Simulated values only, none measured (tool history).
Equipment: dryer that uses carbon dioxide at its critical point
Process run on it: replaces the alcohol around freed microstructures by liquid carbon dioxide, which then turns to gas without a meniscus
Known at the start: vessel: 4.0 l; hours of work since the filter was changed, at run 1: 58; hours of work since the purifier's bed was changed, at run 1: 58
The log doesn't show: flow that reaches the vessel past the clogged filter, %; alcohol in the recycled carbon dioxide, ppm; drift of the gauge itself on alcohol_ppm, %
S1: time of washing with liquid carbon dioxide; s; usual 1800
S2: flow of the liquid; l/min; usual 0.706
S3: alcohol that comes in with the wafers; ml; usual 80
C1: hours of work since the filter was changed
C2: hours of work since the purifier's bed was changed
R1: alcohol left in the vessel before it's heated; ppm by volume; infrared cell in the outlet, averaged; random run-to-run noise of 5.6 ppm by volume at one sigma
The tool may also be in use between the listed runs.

run   hour    S1     S2   S3   C1   C2   R1
  1    0.0  1800  0.706   80   58   58  186
  2   19.8  1800  0.706   80   71   71  210
  3   39.8  1800  0.706   80   83   83  203
  4   60.4  1800  0.706   80   96   96  213
  5   77.9  1800  0.706   80  106  106  210
  6   98.5  1800  0.706   80  119  119  217
  7  120.6  1920  0.619   34  132  132  128
  8  152.0  1080  0.980   20  152  152  139
  9  180.8  1080  0.980   20  169  169  146
 10  207.2  1800  0.706  105  186  186  300
 11  227.7  1620  0.656   80  198  198  467
 12  259.5  1620  0.656   80  218  218  470

3 ways to go on from here, each from the tool as it stands after run 12. What would each give?
  A  277.4  1560  0.656  114  229  229   ?
  B  277.4  1380  0.960   62  229  229   ?
  C  277.4  1800  1.163   62  229  229   ?

run   R1
  A  764
  B  175
  C   41
Take away the tool's hidden state, keep each run's random variation, and the runs would have read:
run   R1
  A  615
  B  115
  C    7

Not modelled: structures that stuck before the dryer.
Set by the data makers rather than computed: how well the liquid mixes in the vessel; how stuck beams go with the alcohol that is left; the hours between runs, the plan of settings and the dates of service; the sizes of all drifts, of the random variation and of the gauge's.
